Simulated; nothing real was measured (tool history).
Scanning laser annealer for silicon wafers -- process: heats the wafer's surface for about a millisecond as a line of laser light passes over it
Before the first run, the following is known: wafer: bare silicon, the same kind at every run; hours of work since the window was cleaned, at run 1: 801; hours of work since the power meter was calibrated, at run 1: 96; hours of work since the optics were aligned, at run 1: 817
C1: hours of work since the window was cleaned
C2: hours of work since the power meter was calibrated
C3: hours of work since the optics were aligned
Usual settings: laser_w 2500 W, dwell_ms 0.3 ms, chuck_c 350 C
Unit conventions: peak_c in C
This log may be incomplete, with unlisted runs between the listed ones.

{"run": 1, "hour": 0.0, "laser_w": 2500, "dwell_ms": 0.3, "chuck_c": 350, "C1": 801, "C2": 96, "C3": 817, "peak_c": 1145}
{"run": 2, "hour": 11.8, "laser_w": 2500, "dwell_ms": 0.3, "chuck_c": 350, "C1": 807, "C2": 101, "C3": 823, "peak_c": 1140}
{"run": 3, "hour": 17.9, "laser_w": 2667, "dwell_ms": 0.3, "chuck_c": 350, "C1": 810, "C2": 105, "C3": 826, "peak_c": 1199}
{"run": 4, "hour": 29.6, "laser_w": 2667, "dwell_ms": 0.3, "chuck_c": 350, "C1": 816, "C2": 110, "C3": 832, "peak_c": 1198}
{"run": 5, "hour": 37.8, "laser_w": 2667, "dwell_ms": 0.3, "chuck_c": 350, "C1": 820, "C2": 114, "C3": 836, "peak_c": 1198}
{"run": 6, "hour": 49.3, "laser_w": 2667, "dwell_ms": 0.3, "chuck_c": 350, "C1": 826, "C2": 120, "C3": 842, "peak_c": 1197}
{"run": 7, "hour": 60.5, "laser_w": 2500, "dwell_ms": 0.3, "chuck_c": 350, "C1": 831, "C2": 126, "C3": 847, "peak_c": 1142}
{"run": 8, "hour": 70.3, "laser_w": 2500, "dwell_ms": 0.3, "chuck_c": 350, "C1": 836, "C2": 130, "C3": 852, "peak_c": 1144}
{"run": 9, "hour": 77.3, "laser_w": 2500, "dwell_ms": 0.3, "chuck_c": 350, "C1": 840, "C2": 134, "C3": 855, "peak_c": 1138}
{"run": 10, "hour": 88.9, "laser_w": 2500, "dwell_ms": 0.3, "chuck_c": 350, "C1": 845, "C2": 140, "C3": 861, "peak_c": 1140}
{"run": 11, "hour": 100.0, "laser_w": 2500, "dwell_ms": 0.3, "chuck_c": 350, "C1": 851, "C2": 145, "C3": 867, "peak_c": 1139}
{"run": 12, "hour": 109.8, "laser_w": 2500, "dwell_ms": 0.3, "chuck_c": 350, "C1": 856, "C2": 150, "C3": 871, "peak_c": 1138}
{"run": 13, "hour": 119.7, "laser_w": 2500, "dwell_ms": 0.3, "chuck_c": 352, "C1": 861, "C2": 155, "C3": 876, "peak_c": 1144}
{"run": 14, "hour": 130.7, "laser_w": 2500, "dwell_ms": 0.3, "chuck_c": 352, "C1": 866, "C2": 160, "C3": 882, "peak_c": 1145}
{"hour": 134.5, "done": "laser's power meter calibrated"}
{"run": 15, "hour": 140.5, "laser_w": 2407, "dwell_ms": 0.324, "chuck_c": 352, "C1": 869, "C2": 3, "C3": 885, "peak_c": 1139}
{"run": 16, "hour": 151.0, "laser_w": 2134, "dwell_ms": 0.3, "chuck_c": 384, "C1": 875, "C2": 8, "C3": 890, "peak_c": 1052}
{"run": 17, "hour": 161.7, "laser_w": 2500, "dwell_ms": 0.3, "chuck_c": 310, "C1": 880, "C2": 13, "C3": 896, "peak_c": 1097}
{"run": 18, "hour": 170.4, "laser_w": 2658, "dwell_ms": 0.3, "chuck_c": 350, "C1": 884, "C2": 18, "C3": 900, "peak_c": 1190}
{"hour": 179.9, "done": "laser's power meter calibrated, once more"}
{"run": 19, "hour": 183.4, "laser_w": 2738, "dwell_ms": 0.31, "chuck_c": 350, "C1": 889, "C2": 2, "C3": 905, "peak_c": 1233}
{"run": 20, "hour": 193.0, "laser_w": 2364, "dwell_ms": 0.331, "chuck_c": 347, "C1": 894, "C2": 7, "C3": 910, "peak_c": 1129}
{"run": 21, "hour": 199.5, "laser_w": 2364, "dwell_ms": 0.331, "chuck_c": 347, "C1": 897, "C2": 10, "C3": 913, "peak_c": 1131}
{"run": 22, "hour": 209.3, "laser_w": 2500, "dwell_ms": 0.339, "chuck_c": 342, "C1": 902, "C2": 15, "C3": 918, "peak_c": 1181}
{"run": 23, "hour": 216.3, "laser_w": 2474, "dwell_ms": 0.222, "chuck_c": 350, "C1": 905, "C2": 18, "C3": 921, "peak_c": 1022}
{"run": 24, "hour": 223.5, "laser_w": 2474, "dwell_ms": 0.222, "chuck_c": 350, "C1": 909, "C2": 22, "C3": 925, "peak_c": 1019}
{"run": 25, "hour": 232.1, "laser_w": 2474, "dwell_ms": 0.222, "chuck_c": 330, "C1": 913, "C2": 26, "C3": 929, "peak_c": 999}

Some steps in peak_c between neighbouring runs. How much of each would the tool show without its hidden state too (settings, what came in, random variation), and how much is left for the hidden state, with any gauge scatter that isn't in both results?
Hidden state present: light that passes the window, % of a clean one's; laser's true power over the reading, %; width of the line over the set one, %; drift of the gauge itself on peak_c, C.
Run 16 -> 17: laser_w 2134 -> 2500, chuck_c 384 -> 310. peak_c +45 C: hidden state -9, all else +54.
Run 19 -> 20: laser_w 2738 -> 2364, dwell_ms 0.31 -> 0.331, chuck_c 350 -> 347. peak_c -104 C: hidden state +6, all else -110.
Run 22 -> 23: laser_w 2500 -> 2474, dwell_ms 0.339 -> 0.222, chuck_c 342 -> 350. peak_c -159 C: hidden state +12, all else -171.
